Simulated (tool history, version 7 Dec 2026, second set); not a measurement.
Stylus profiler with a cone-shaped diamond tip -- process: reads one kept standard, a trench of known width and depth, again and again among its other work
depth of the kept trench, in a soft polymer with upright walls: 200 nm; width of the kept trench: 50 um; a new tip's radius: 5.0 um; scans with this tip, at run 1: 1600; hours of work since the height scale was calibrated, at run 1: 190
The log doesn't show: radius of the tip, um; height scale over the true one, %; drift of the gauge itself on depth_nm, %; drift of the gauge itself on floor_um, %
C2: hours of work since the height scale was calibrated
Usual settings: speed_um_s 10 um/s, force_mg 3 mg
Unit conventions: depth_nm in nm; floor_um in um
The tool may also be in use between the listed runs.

{"run": 1, "hour": 0.0, "speed_um_s": 10, "force_mg": 3, "scans with this tip": 1600, "C2": 190, "depth_nm": 201.78, "floor_um": 47.01}
{"run": 2, "hour": 10.1, "speed_um_s": 10, "force_mg": 3, "scans with this tip": 1647, "C2": 195, "depth_nm": 201.92, "floor_um": 47}
{"run": 3, "hour": 27.2, "speed_um_s": 10, "force_mg": 3, "scans with this tip": 1728, "C2": 205, "depth_nm": 201.83, "floor_um": 46.94}
{"run": 4, "hour": 44.0, "speed_um_s": 10, "force_mg": 3, "scans with this tip": 1806, "C2": 214, "depth_nm": 201.61, "floor_um": 47}
{"run": 5, "hour": 54.2, "speed_um_s": 10, "force_mg": 3, "scans with this tip": 1854, "C2": 220, "depth_nm": 201.93, "floor_um": 46.99}
{"run": 6, "hour": 69.5, "speed_um_s": 10, "force_mg": 3, "scans with this tip": 1926, "C2": 228, "depth_nm": 201.82, "floor_um": 46.99}
{"run": 7, "hour": 81.6, "speed_um_s": 10, "force_mg": 3, "scans with this tip": 1983, "C2": 235, "depth_nm": 201.94, "floor_um": 46.92}
{"run": 8, "hour": 89.0, "speed_um_s": 5, "force_mg": 3, "scans with this tip": 2018, "C2": 239, "depth_nm": 201.89, "floor_um": 46.92}
{"run": 9, "hour": 102.6, "speed_um_s": 5, "force_mg": 1.8, "scans with this tip": 2081, "C2": 247, "depth_nm": 201.28, "floor_um": 46.96}
{"run": 10, "hour": 117.8, "speed_um_s": 5, "force_mg": 1.8, "scans with this tip": 2153, "C2": 255, "depth_nm": 201.41, "floor_um": 46.96}
{"run": 11, "hour": 133.8, "speed_um_s": 5, "force_mg": 1.8, "scans with this tip": 2228, "C2": 264, "depth_nm": 201.3, "floor_um": 46.97}
{"run": 12, "hour": 146.8, "speed_um_s": 4, "force_mg": 3, "scans with this tip": 2289, "C2": 272, "depth_nm": 201.71, "floor_um": 46.94}
{"run": 13, "hour": 155.4, "speed_um_s": 10, "force_mg": 4.38, "scans with this tip": 2329, "C2": 276, "depth_nm": 202.31, "floor_um": 46.91}
{"run": 14, "hour": 166.3, "speed_um_s": 10, "force_mg": 4.38, "scans with this tip": 2380, "C2": 282, "depth_nm": 202.24, "floor_um": 46.92}
{"run": 15, "hour": 177.5, "speed_um_s": 10, "force_mg": 4.38, "scans with this tip": 2433, "C2": 289, "depth_nm": 202.24, "floor_um": 46.89}
{"run": 16, "hour": 193.8, "speed_um_s": 10, "force_mg": 4.38, "scans with this tip": 2509, "C2": 298, "depth_nm": 202.35, "floor_um": 46.88}
{"run": 17, "hour": 204.5, "speed_um_s": 10, "force_mg": 3, "scans with this tip": 2560, "C2": 304, "depth_nm": 201.94, "floor_um": 46.92}
{"run": 18, "hour": 215.2, "speed_um_s": 10, "force_mg": 3, "scans with this tip": 2610, "C2": 310, "depth_nm": 201.87, "floor_um": 46.87}
{"run": 19, "hour": 226.8, "speed_um_s": 10, "force_mg": 8.17, "scans with this tip": 2664, "C2": 316, "depth_nm": 203.28, "floor_um": 46.95}
{"run": 20, "hour": 237.7, "speed_um_s": 10, "force_mg": 3.11, "scans with this tip": 2715, "C2": 322, "depth_nm": 201.85, "floor_um": 46.9}
{"run": 21, "hour": 248.3, "speed_um_s": 10, "force_mg": 3.11, "scans with this tip": 2765, "C2": 328, "depth_nm": 202.1, "floor_um": 46.89}
{"run": 22, "hour": 255.6, "speed_um_s": 10, "force_mg": 3.11, "scans with this tip": 2799, "C2": 332, "depth_nm": 202.16, "floor_um": 46.86}
{"run": 23, "hour": 266.8, "speed_um_s": 18, "force_mg": 3, "scans with this tip": 2852, "C2": 338, "depth_nm": 201.76, "floor_um": 46.81}
{"run": 24, "hour": 278.7, "speed_um_s": 18, "force_mg": 3, "scans with this tip": 2908, "C2": 345, "depth_nm": 201.92, "floor_um": 46.88}
{"run": 25, "hour": 294.1, "speed_um_s": 18, "force_mg": 3, "scans with this tip": 2980, "C2": 354, "depth_nm": 201.89, "floor_um": 46.86}
{"run": 26, "hour": 311.1, "speed_um_s": 5, "force_mg": 3.82, "scans with this tip": 3059, "C2": 363, "depth_nm": 202.1, "floor_um": 46.93}
{"run": 27, "hour": 322.6, "speed_um_s": 5, "force_mg": 3.82, "scans with this tip": 3113, "C2": 369, "depth_nm": 202.14, "floor_um": 46.84}
{"run": 28, "hour": 334.1, "speed_um_s": 7, "force_mg": 1.36, "scans with this tip": 3168, "C2": 376, "depth_nm": 201.38, "floor_um": 46.89}
{"hour": 336.2, "done": "height scale calibrated on a step standard"}
{"run": 29, "hour": 346.4, "speed_um_s": 3, "force_mg": 1.02, "scans with this tip": 3223, "C2": 6, "depth_nm": 201.09, "floor_um": 46.85}
{"run": 30, "hour": 361.0, "speed_um_s": 3, "force_mg": 1.02, "scans with this tip": 3291, "C2": 14, "depth_nm": 201.38, "floor_um": 46.87}
{"run": 31, "hour": 376.4, "speed_um_s": 5, "force_mg": 1.02, "scans with this tip": 3363, "C2": 22, "depth_nm": 201.23, "floor_um": 46.88}
{"run": 32, "hour": 393.9, "speed_um_s": 5, "force_mg": 1.05, "scans with this tip": 3446, "C2": 32, "depth_nm": 201.38, "floor_um": 46.8}
{"hour": 406.8, "done": "height scale calibrated on a step standard, once more"}
{"run": 33, "hour": 408.5, "speed_um_s": 10, "force_mg": 1.55, "scans with this tip": 3512, "C2": 1, "depth_nm": 200.8, "floor_um": 46.81}
{"run": 34, "hour": 416.6, "speed_um_s": 26, "force_mg": 1.74, "scans with this tip": 3550, "C2": 5, "depth_nm": 201.12, "floor_um": 46.73}
{"run": 35, "hour": 424.7, "speed_um_s": 10, "force_mg": 5.71, "scans with this tip": 3588, "C2": 10, "depth_nm": 202.26, "floor_um": 46.81}
{"run": 36, "hour": 439.1, "speed_um_s": 10, "force_mg": 5.71, "scans with this tip": 3656, "C2": 18, "depth_nm": 202.34, "floor_um": 46.8}
{"run": 37, "hour": 452.2, "speed_um_s": 10, "force_mg": 5.71, "scans with this tip": 3717, "C2": 25, "depth_nm": 202.26, "floor_um": 46.8}
{"run": 38, "hour": 465.0, "speed_um_s": 24, "force_mg": 8.55, "scans with this tip": 3777, "C2": 32, "depth_nm": 203.12, "floor_um": 46.78}
{"run": 39, "hour": 473.8, "speed_um_s": 11, "force_mg": 1.01, "scans with this tip": 3818, "C2": 37, "depth_nm": 200.65, "floor_um": 46.72}
{"run": 40, "hour": 484.7, "speed_um_s": 10, "force_mg": 1.83, "scans with this tip": 3869, "C2": 43, "depth_nm": 201.14, "floor_um": 46.75}
{"run": 41, "hour": 500.9, "speed_um_s": 10, "force_mg": 1.83, "scans with this tip": 3946, "C2": 52, "depth_nm": 201.04, "floor_um": 46.78}
{"run": 42, "hour": 517.7, "speed_um_s": 3, "force_mg": 3.13, "scans with this tip": 4024, "C2": 62, "depth_nm": 201.57, "floor_um": 46.81}
{"run": 43, "hour": 532.9, "speed_um_s": 3, "force_mg": 3.13, "scans with this tip": 4095, "C2": 70, "depth_nm": 201.53, "floor_um": 46.8}
{"run": 44, "hour": 540.3, "speed_um_s": 10, "force_mg": 1.56, "scans with this tip": 4130, "C2": 74, "depth_nm": 200.88, "floor_um": 46.79}
{"run": 45, "hour": 550.8, "speed_um_s": 12, "force_mg": 7.67, "scans with this tip": 4180, "C2": 80, "depth_nm": 202.74, "floor_um": 46.77}
{"run": 46, "hour": 558.2, "speed_um_s": 12, "force_mg": 7.67, "scans with this tip": 4214, "C2": 84, "depth_nm": 202.97, "floor_um": 46.8}
{"run": 47, "hour": 572.4, "speed_um_s": 4, "force_mg": 3.81, "scans with this tip": 4281, "C2": 92, "depth_nm": 201.8, "floor_um": 46.82}

Alternative continuations, all from the tool just after run 47; predict every row:
{"run": "A", "hour": 581.1, "speed_um_s": 4, "force_mg": 3.81, "scans with this tip": 4321, "C2": 97, "depth_nm": "?", "floor_um": "?"}
{"run": "B", "hour": 581.1, "speed_um_s": 2, "force_mg": 5.88, "scans with this tip": 4321, "C2": 97, "depth_nm": "?", "floor_um": "?"}
{"run": "C", "hour": 581.1, "speed_um_s": 20, "force_mg": 3, "scans with this tip": 4321, "C2": 97, "depth_nm": "?", "floor_um": "?"}

run=A depth_nm=201.86 floor_um=46.84
run=B depth_nm=202.44 floor_um=46.8
run=C depth_nm=201.36 floor_um=46.74
Take away the tool's hidden state, keep each run's random variation, and the runs would have read:
run=A depth_nm=201.86 floor_um=47.25
run=B depth_nm=202.43 floor_um=47.21
run=C depth_nm=201.35 floor_um=47.15

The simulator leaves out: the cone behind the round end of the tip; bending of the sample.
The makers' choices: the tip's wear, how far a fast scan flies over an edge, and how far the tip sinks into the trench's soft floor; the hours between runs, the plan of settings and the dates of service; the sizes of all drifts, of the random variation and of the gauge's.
